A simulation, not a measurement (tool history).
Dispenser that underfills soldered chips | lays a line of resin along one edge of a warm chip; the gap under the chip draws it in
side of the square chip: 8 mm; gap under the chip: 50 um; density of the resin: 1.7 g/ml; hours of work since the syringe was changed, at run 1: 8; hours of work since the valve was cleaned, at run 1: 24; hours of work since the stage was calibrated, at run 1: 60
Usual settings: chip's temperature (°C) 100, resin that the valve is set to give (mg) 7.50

run	hour	chip's temperature (°C)	resin that the valve is set to give (mg)	hours of work since the syringe was changed	hours of work since the valve was cleaned	hours of work since the stage was calibrated	time until the resin shows at the far edge (s)	resin that the valve gave (mg)
1	0.0	100	7.50	8	24	60	107.5	7.35
# hour 1.6: new syringe of resin
2	6.1	100	7.50	3	28	64	81.2	7.34
3	12.0	100	7.50	6	31	68	97.0	7.32
# hour 15.8: new syringe of resin
4	16.2	100	7.50	0	34	70	73.9	7.32
5	21.7	100	8.47	4	37	73	84.5	8.27
6	26.7	100	8.47	7	40	76	100.8	8.31
# hour 29.8: new syringe of resin
7	33.2	106	7.50	2	44	80	67.5	7.28
8	38.7	100	7.50	5	47	83	94.6	7.31
9	41.8	100	7.50	7	49	85	103.5	7.22
# hour 43.9: new syringe of resin
10	46.1	106	7.55	1	51	88	66.9	7.34

Run 11 comes next. What will it give?
# hour 49.0: dispensing valve cleaned and set on the balance
11	51.1	96	7.74	4	1	90	?	?

{"run 11": {"time until the resin shows at the far edge (s)": 97.2, "resin that the valve gave (mg)": 7.81}}
Without the tool's hidden state the same run would have given time until the resin shows at the far edge (s) 80.2, resin that the valve gave (mg) 7.77.

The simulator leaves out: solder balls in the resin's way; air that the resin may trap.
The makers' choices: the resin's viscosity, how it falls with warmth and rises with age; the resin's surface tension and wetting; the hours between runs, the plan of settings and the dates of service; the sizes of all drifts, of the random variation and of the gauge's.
